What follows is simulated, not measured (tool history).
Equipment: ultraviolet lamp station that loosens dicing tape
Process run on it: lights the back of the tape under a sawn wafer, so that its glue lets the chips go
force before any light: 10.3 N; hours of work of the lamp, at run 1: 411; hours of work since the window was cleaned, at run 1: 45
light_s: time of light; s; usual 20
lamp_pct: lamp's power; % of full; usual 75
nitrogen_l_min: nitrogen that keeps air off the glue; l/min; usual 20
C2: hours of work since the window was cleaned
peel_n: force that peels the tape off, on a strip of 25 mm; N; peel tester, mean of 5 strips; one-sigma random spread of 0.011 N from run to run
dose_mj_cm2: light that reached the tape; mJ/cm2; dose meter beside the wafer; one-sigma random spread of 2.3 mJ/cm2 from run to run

{"run": 1, "hour": 0.0, "light_s": 20, "lamp_pct": 75, "nitrogen_l_min": 20, "hours of work of the lamp": 411, "C2": 45, "peel_n": 0.673, "dose_mj_cm2": 196}
{"run": 2, "hour": 16.3, "light_s": 20, "lamp_pct": 75, "nitrogen_l_min": 20, "hours of work of the lamp": 420, "C2": 54, "peel_n": 0.679, "dose_mj_cm2": 193}
{"run": 3, "hour": 43.8, "light_s": 20, "lamp_pct": 70, "nitrogen_l_min": 20, "hours of work of the lamp": 435, "C2": 69, "peel_n": 0.803, "dose_mj_cm2": 183}
{"run": 4, "hour": 68.5, "light_s": 20, "lamp_pct": 70, "nitrogen_l_min": 20, "hours of work of the lamp": 448, "C2": 83, "peel_n": 0.793, "dose_mj_cm2": 178}
{"run": 5, "hour": 82.0, "light_s": 20, "lamp_pct": 70, "nitrogen_l_min": 20, "hours of work of the lamp": 456, "C2": 90, "peel_n": 0.827, "dose_mj_cm2": 178}
{"run": 6, "hour": 112.4, "light_s": 20, "lamp_pct": 70, "nitrogen_l_min": 20, "hours of work of the lamp": 472, "C2": 107, "peel_n": 0.862, "dose_mj_cm2": 181}
{"run": 7, "hour": 137.4, "light_s": 20, "lamp_pct": 70, "nitrogen_l_min": 20, "hours of work of the lamp": 486, "C2": 120, "peel_n": 0.851, "dose_mj_cm2": 174}
{"run": 8, "hour": 160.7, "light_s": 20, "lamp_pct": 70, "nitrogen_l_min": 20, "hours of work of the lamp": 499, "C2": 133, "peel_n": 0.841, "dose_mj_cm2": 171}
{"run": 9, "hour": 184.1, "light_s": 20, "lamp_pct": 70, "nitrogen_l_min": 20, "hours of work of the lamp": 511, "C2": 146, "peel_n": 0.896, "dose_mj_cm2": 173}
{"run": 10, "hour": 197.4, "light_s": 20, "lamp_pct": 70, "nitrogen_l_min": 20, "hours of work of the lamp": 519, "C2": 153, "peel_n": 0.89, "dose_mj_cm2": 171}
{"run": 11, "hour": 212.4, "light_s": 20, "lamp_pct": 75, "nitrogen_l_min": 23, "hours of work of the lamp": 527, "C2": 161, "peel_n": 0.75, "dose_mj_cm2": 188}
{"run": 12, "hour": 232.1, "light_s": 25, "lamp_pct": 70, "nitrogen_l_min": 31, "hours of work of the lamp": 538, "C2": 172, "peel_n": 0.487, "dose_mj_cm2": 210}
{"run": 13, "hour": 257.3, "light_s": 23, "lamp_pct": 62, "nitrogen_l_min": 13, "hours of work of the lamp": 551, "C2": 186, "peel_n": 1.124, "dose_mj_cm2": 172}
{"run": 14, "hour": 287.2, "light_s": 14, "lamp_pct": 86, "nitrogen_l_min": 10, "hours of work of the lamp": 568, "C2": 202, "peel_n": 1.681, "dose_mj_cm2": 146}
{"run": 15, "hour": 307.0, "light_s": 11, "lamp_pct": 95, "nitrogen_l_min": 10, "hours of work of the lamp": 578, "C2": 213, "peel_n": 2.134, "dose_mj_cm2": 121}

What will run 16 give?
{"run": 16, "hour": 336.2, "light_s": 11, "lamp_pct": 79, "nitrogen_l_min": 10, "hours of work of the lamp": 594, "C2": 229, "peel_n": "?", "dose_mj_cm2": "?"}

Logged for run 16: peel_n 2.828 N, dose_mj_cm2 101 mJ/cm2.
Minus the tool's unlogged condition, the same run would have read peel_n 1.890 N, dose_mj_cm2 134 mJ/cm2.
